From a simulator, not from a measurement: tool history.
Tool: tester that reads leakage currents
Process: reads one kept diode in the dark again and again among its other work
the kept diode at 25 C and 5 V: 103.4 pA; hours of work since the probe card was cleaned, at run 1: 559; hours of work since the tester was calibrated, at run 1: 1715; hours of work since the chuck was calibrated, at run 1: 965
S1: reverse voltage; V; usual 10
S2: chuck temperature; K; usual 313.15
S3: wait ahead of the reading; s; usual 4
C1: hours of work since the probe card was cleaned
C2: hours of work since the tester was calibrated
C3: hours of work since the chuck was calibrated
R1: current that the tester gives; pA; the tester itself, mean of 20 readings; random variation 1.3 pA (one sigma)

{"run": 1, "hour": 0.0, "S1": 10, "S2": 313.15, "S3": 4, "C1": 559, "C2": 1715, "C3": 965, "R1": 418.61}
{"run": 2, "hour": 62.7, "S1": 10, "S2": 313.15, "S3": 4, "C1": 597, "C2": 1752, "C3": 1003, "R1": 416.82}
{"run": 3, "hour": 95.6, "S1": 10, "S2": 313.15, "S3": 4, "C1": 616, "C2": 1772, "C3": 1022, "R1": 415.24}
{"run": 4, "hour": 160.0, "S1": 10, "S2": 298.15, "S3": 4, "C1": 655, "C2": 1810, "C3": 1061, "R1": 131.32}
{"run": 5, "hour": 218.6, "S1": 10, "S2": 313.15, "S3": 0.45, "C1": 690, "C2": 1845, "C3": 1096, "R1": 424.39}
{"run": 6, "hour": 277.8, "S1": 10, "S2": 313.15, "S3": 0.45, "C1": 725, "C2": 1881, "C3": 1131, "R1": 423.05}
{"run": 7, "hour": 356.4, "S1": 10, "S2": 313.15, "S3": 0.45, "C1": 772, "C2": 1928, "C3": 1178, "R1": 425.58}
{"run": 8, "hour": 392.0, "S1": 10, "S2": 313.15, "S3": 1.01, "C1": 794, "C2": 1949, "C3": 1200, "R1": 419.49}
{"run": 9, "hour": 432.7, "S1": 10, "S2": 313.15, "S3": 1.01, "C1": 818, "C2": 1973, "C3": 1224, "R1": 419.6}
{"run": 10, "hour": 489.8, "S1": 10, "S2": 313.15, "S3": 4, "C1": 852, "C2": 2008, "C3": 1258, "R1": 417.66}
{"run": 11, "hour": 548.6, "S1": 10, "S2": 313.15, "S3": 4, "C1": 887, "C2": 2043, "C3": 1293, "R1": 416.73}
{"run": 12, "hour": 593.5, "S1": 10, "S2": 313.15, "S3": 4, "C1": 914, "C2": 2070, "C3": 1320, "R1": 416.37}
{"run": 13, "hour": 631.2, "S1": 5.6, "S2": 313.15, "S3": 4, "C1": 937, "C2": 2092, "C3": 1343, "R1": 345.88}
{"run": 14, "hour": 705.6, "S1": 5.6, "S2": 313.15, "S3": 4, "C1": 981, "C2": 2137, "C3": 1387, "R1": 344.58}
{"run": 15, "hour": 756.5, "S1": 10, "S2": 297.15, "S3": 4, "C1": 1012, "C2": 2167, "C3": 1418, "R1": 120.21}
{"run": 16, "hour": 799.4, "S1": 10, "S2": 313.15, "S3": 4, "C1": 1037, "C2": 2193, "C3": 1443, "R1": 416.41}
{"run": 17, "hour": 856.1, "S1": 10, "S2": 313.15, "S3": 4, "C1": 1071, "C2": 2227, "C3": 1477, "R1": 417.31}
{"run": 18, "hour": 936.9, "S1": 3.2, "S2": 313.15, "S3": 4, "C1": 1120, "C2": 2275, "C3": 1526, "R1": 288.19}
{"run": 19, "hour": 1018.0, "S1": 3.2, "S2": 313.15, "S3": 4, "C1": 1168, "C2": 2323, "C3": 1574, "R1": 286.6}
{"run": 20, "hour": 1053.5, "S1": 3.2, "S2": 313.15, "S3": 4, "C1": 1189, "C2": 2345, "C3": 1595, "R1": 286.43}
{"run": 21, "hour": 1127.9, "S1": 3.2, "S2": 313.15, "S3": 4, "C1": 1234, "C2": 2389, "C3": 1640, "R1": 286.57}
{"run": 22, "hour": 1164.0, "S1": 3.2, "S2": 313.15, "S3": 4, "C1": 1255, "C2": 2411, "C3": 1661, "R1": 286.76}
{"run": 23, "hour": 1238.2, "S1": 3.2, "S2": 313.15, "S3": 4, "C1": 1300, "C2": 2455, "C3": 1706, "R1": 285.37}
{"run": 24, "hour": 1316.0, "S1": 1.1, "S2": 332.15, "S3": 0.75, "C1": 1346, "C2": 2502, "C3": 1752, "R1": 763.04}
{"hour": 1365.6, "done": "probe card cleaned and baked"}
{"run": 25, "hour": 1369.4, "S1": 3.5, "S2": 321.15, "S3": 5.99, "C1": 2, "C2": 2532, "C3": 1782, "R1": 523.94}
{"run": 26, "hour": 1409.8, "S1": 3.5, "S2": 321.15, "S3": 5.99, "C1": 26, "C2": 2556, "C3": 1807, "R1": 526.43}
{"run": 27, "hour": 1487.1, "S1": 3.1, "S2": 297.15, "S3": 5.87, "C1": 73, "C2": 2602, "C3": 1853, "R1": 81.56}
{"run": 28, "hour": 1561.7, "S1": 10, "S2": 314.15, "S3": 0.32, "C1": 117, "C2": 2647, "C3": 1897, "R1": 457.93}
{"run": 29, "hour": 1602.9, "S1": 2.9, "S2": 316.15, "S3": 1.28, "C1": 142, "C2": 2671, "C3": 1922, "R1": 346.11}
{"run": 30, "hour": 1642.5, "S1": 6.1, "S2": 300.15, "S3": 4, "C1": 166, "C2": 2695, "C3": 1946, "R1": 130.55}
{"run": 31, "hour": 1695.1, "S1": 6.1, "S2": 300.15, "S3": 4, "C1": 197, "C2": 2727, "C3": 1977, "R1": 130.38}
{"run": 32, "hour": 1748.5, "S1": 6.1, "S2": 300.15, "S3": 4, "C1": 229, "C2": 2759, "C3": 2009, "R1": 130.47}
{"run": 33, "hour": 1803.7, "S1": 18.7, "S2": 321.15, "S3": 1.44, "C1": 262, "C2": 2792, "C3": 2042, "R1": 917.94}
{"run": 34, "hour": 1855.5, "S1": 3.1, "S2": 321.15, "S3": 1.89, "C1": 293, "C2": 2823, "C3": 2073, "R1": 506.55}
{"run": 35, "hour": 1893.4, "S1": 3.1, "S2": 321.15, "S3": 5.31, "C1": 316, "C2": 2845, "C3": 2096, "R1": 507.63}

The next listed run, before its measurement:
{"run": 36, "hour": 1934.7, "S1": 9, "S2": 313.15, "S3": 0.35, "C1": 340, "C2": 2870, "C3": 2120, "R1": "?"}

{"run 36": {"R1": 409.42}}
Without the tool's hidden state the same run would have given R1 409.56 pA.
